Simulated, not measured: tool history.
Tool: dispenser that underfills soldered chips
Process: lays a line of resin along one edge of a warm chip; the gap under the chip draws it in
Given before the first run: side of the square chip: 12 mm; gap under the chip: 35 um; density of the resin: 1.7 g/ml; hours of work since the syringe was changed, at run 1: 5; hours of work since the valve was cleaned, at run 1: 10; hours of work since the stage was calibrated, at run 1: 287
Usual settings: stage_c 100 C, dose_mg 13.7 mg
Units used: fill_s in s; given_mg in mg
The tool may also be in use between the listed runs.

| run | day | stage_c | dose_mg | hours of work since the syringe was changed | hours of work since the valve was cleaned | hours of work since the stage was calibrated | fill_s | given_mg |
|---|---|---|---|---|---|---|---|---|
| 1 | 0.000 | 100 | 13.7 | 5 | 10 | 287 | 124.0 | 13.70 |
|  | 0.208 | new syringe of resin |
| 2 | 0.492 | 100 | 13.7 | 5 | 18 | 295 | 126.7 | 13.61 |
|  | 0.742 | new syringe of resin |
| 3 | 1.121 | 100 | 13.7 | 7 | 30 | 307 | 143.4 | 13.58 |
|  | 1.254 | new syringe of resin |
| 4 | 1.708 | 99 | 13.7 | 8 | 40 | 317 | 166.3 | 13.55 |
|  | 1.775 | new syringe of resin |
| 5 | 2.129 | 99 | 13.7 | 7 | 48 | 325 | 146.6 | 13.49 |
|  | 2.283 | new syringe of resin |
|  | 2.771 | new syringe of resin |
|  | 2.812 | dispensing valve cleaned and set on the balance |
| 6 | 2.867 | 99 | 13.7 | 1 | 1 | 337 | 94.4 | 13.66 |
|  | 3.333 | new syringe of resin |
| 7 | 3.479 | 100 | 13.7 | 3 | 12 | 348 | 105.3 | 13.63 |
|  | 3.821 | new syringe of resin |
| 8 | 4.154 | 88 | 13.7 | 6 | 24 | 360 | 212.5 | 13.56 |
|  | 4.321 | new syringe of resin |
| 9 | 4.783 | 100 | 13.7 | 8 | 36 | 372 | 161.5 | 13.57 |
|  | 4.850 | new syringe of resin |
|  | 5.333 | new syringe of resin |
| 10 | 5.479 | 87 | 13.7 | 3 | 48 | 384 | 169.4 | 13.46 |
|  | 5.846 | new syringe of resin |
| 11 | 5.883 | 87 | 13.7 | 1 | 55 | 391 | 144.4 | 13.44 |
|  | 6.171 | dispensing valve cleaned and set on the balance |
|  | 6.396 | new syringe of resin |
| 12 | 6.496 | 87 | 13.7 | 2 | 6 | 402 | 160.2 | 13.68 |
|  | 6.883 | new syringe of resin |
| 13 | 6.979 | 87 | 13.7 | 2 | 14 | 410 | 157.8 | 13.63 |
|  | 7.396 | new syringe of resin |
| 14 | 7.546 | 100 | 17.8 | 3 | 25 | 420 | 104.6 | 17.69 |
|  | 7.900 | new syringe of resin |
| 15 | 8.121 | 100 | 17.8 | 4 | 35 | 431 | 117.0 | 17.60 |
|  | 8.396 | new syringe of resin |
| 16 | 8.771 | 100 | 17.8 | 7 | 47 | 443 | 145.3 | 17.59 |
|  | 8.883 | new syringe of resin |
|  | 9.371 | new syringe of resin |
| 17 | 9.379 | 100 | 17.8 | 0 | 57 | 453 | 85.7 | 17.52 |
|  | 9.538 | dispensing valve cleaned and set on the balance |
|  | 9.912 | new syringe of resin |
| 18 | 10.067 | 100 | 17.8 | 3 | 10 | 465 | 108.8 | 17.72 |
|  | 10.404 | new syringe of resin |
| 19 | 10.425 | 100 | 17.8 | 0 | 16 | 471 | 87.9 | 17.66 |
| 20 | 10.742 | 100 | 16.9 | 6 | 22 | 477 | 136.3 | 16.75 |
|  | 10.904 | new syringe of resin |
| 21 | 11.292 | 108 | 14.8 | 7 | 32 | 487 | 111.4 | 14.64 |

Run 22, settings as shown, results not yet in. Your forecast:
|  | 11.408 | new syringe of resin |
| 22 | 11.767 | 88 | 16.3 | 7 | 40 | 496 | ? | ? |

Run 22 came out at fill_s 219.9 s, given_mg 16.07 mg.
With no hidden state in the tool, this same run would have given fill_s 125.2 s, given_mg 16.32 mg.
